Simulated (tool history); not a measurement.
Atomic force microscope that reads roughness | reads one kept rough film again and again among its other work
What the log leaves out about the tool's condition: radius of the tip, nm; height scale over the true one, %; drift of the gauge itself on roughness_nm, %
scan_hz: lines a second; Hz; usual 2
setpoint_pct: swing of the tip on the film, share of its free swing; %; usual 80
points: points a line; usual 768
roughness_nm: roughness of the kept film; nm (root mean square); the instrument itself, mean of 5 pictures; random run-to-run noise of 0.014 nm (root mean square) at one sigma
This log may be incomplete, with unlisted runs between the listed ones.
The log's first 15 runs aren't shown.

run     day  scan_hz  setpoint_pct  points  pictures with this tip  hours of work since the height scale was calibrated  roughness_nm
 16  28.492        2            80     768                     276                                                 1269         3.441
      28.75  -- new tip fitted
 17  31.017        2            80     768                      89                                                 1299         3.458
 18  32.362        2            56     752                     142                                                 1315          3.96
 19  33.733        2            56     752                     196                                                 1331             4
     35.908  -- new tip fitted
 20  35.925        2            56     752                       1                                                 1357         3.998
 21   37.95     2.99            78     532                      81                                                 1382         3.226
 22  40.375     0.82            80     977                     176                                                 1411         3.857
 23  42.912     0.82            80     977                     276                                                 1441         3.839
     43.117  -- new tip fitted
 24  45.138     1.09            80     411                      80                                                 1468         3.744
 25  46.188     1.09            80     411                     121                                                 1480         3.698
 26  48.062     3.43            67     636                     195                                                 1503         3.538
     50.267  -- new tip fitted
 27  50.396     2.16            82     364                       5                                                 1531          3.28
 28  52.442     2.16            82     364                      85                                                 1555         3.277
 29  54.642      0.7            84     636                     172                                                 1582         3.811
 30  56.779     2.18            88     774                     256                                                 1607         3.093
     57.475  -- new tip fitted
 31  58.212     3.06            62     473                      29                                                 1625         3.744
 32  60.083     3.83            66     590                     103                                                 1647         3.512
 33    61.8     3.83            66     590                     170                                                 1668         3.491
 34  63.483     2.64            66     590                     237                                                 1688         3.697

Each row is a separate what-if for the run after 34, all from the same tool condition, not one after another. Results?
     64.712  -- new tip fitted
  A  65.754     0.73            60     768                      41                                                 1715             ?
     64.712  -- new tip fitted
  B  65.754     2.64            66     926                      41                                                 1715             ?
     64.712  -- new tip fitted
  C  65.754     1.16            69     768                      41                                                 1715             ?

run  roughness_nm
  A         4.105
  B         3.701
  C         3.927
Take away the tool's hidden state, keep each run's random variation, and the runs would have read:
run  roughness_nm
  A         4.107
  B         3.703
  C         3.929
